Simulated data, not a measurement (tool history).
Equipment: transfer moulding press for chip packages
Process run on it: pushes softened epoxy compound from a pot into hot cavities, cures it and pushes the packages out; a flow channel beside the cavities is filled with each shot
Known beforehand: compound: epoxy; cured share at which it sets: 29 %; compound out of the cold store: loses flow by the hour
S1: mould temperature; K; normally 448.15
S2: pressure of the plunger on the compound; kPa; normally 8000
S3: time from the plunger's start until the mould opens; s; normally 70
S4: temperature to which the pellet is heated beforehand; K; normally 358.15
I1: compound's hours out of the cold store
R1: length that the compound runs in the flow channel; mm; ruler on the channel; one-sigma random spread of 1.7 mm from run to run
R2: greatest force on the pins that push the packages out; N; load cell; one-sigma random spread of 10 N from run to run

run   hour      S1    S2  S3      S4    I1   R1    R2
  1    0.0  448.15  8000  70  358.15  11.8  760   638
  2   10.8  448.15  8000  70  358.15  27.7  709   668
  3   20.7  448.15  8000  70  355.15  22.7  724   753
  4   28.9  448.15  8000  70  355.15  17.9  738   822
  5   34.1  448.15  8000  70  358.15  29.1  707   827
  6   44.8  448.15  8000  70  358.15  38.5  676   816
  7   55.5  448.15  8000  70  358.15  37.0  677   856
  8   61.6  448.15  9020  70  358.15  25.9  753   918
      68.9  -- cavities cleaned with cleaning compound and waxed
  9   71.9  448.15  9020  70  358.15  47.9  688  1109
 10   79.5  448.15  9020  70  358.15  24.0  761  1153
 11   88.1  448.15  9020  70  362.15  32.6  734  1124
 12   98.0  452.15  8000  70  358.15  32.6  681   917
 13  106.8  452.15  8000  70  358.15  12.4  743   888
 14  115.9  452.15  8000  70  358.15  39.5  667   875
 15  121.9  452.15  8000  70  358.15  13.7  736   866
 16  128.0  452.15  8000  70  358.15  44.8  647   837
     134.7  -- cavities cleaned with cleaning compound and waxed, once more
 17  140.8  447.15  6520  91  368.15  19.5  654   382
 18  149.2  442.15  8000  94  365.15  13.6  758   496
 19  154.4  442.15  8000  94  365.15  34.4  695   511
 20  163.4  442.15  8000  94  365.15  18.1  742   571

For run 21, what comes out?
 21  168.6  448.15  7090  60  349.15  30.7   ?   ?

Run 21 produced R1 650 mm, R2 1123 N.
With no hidden state in the tool, this same run would have given R1 661 mm, R2 730 N.
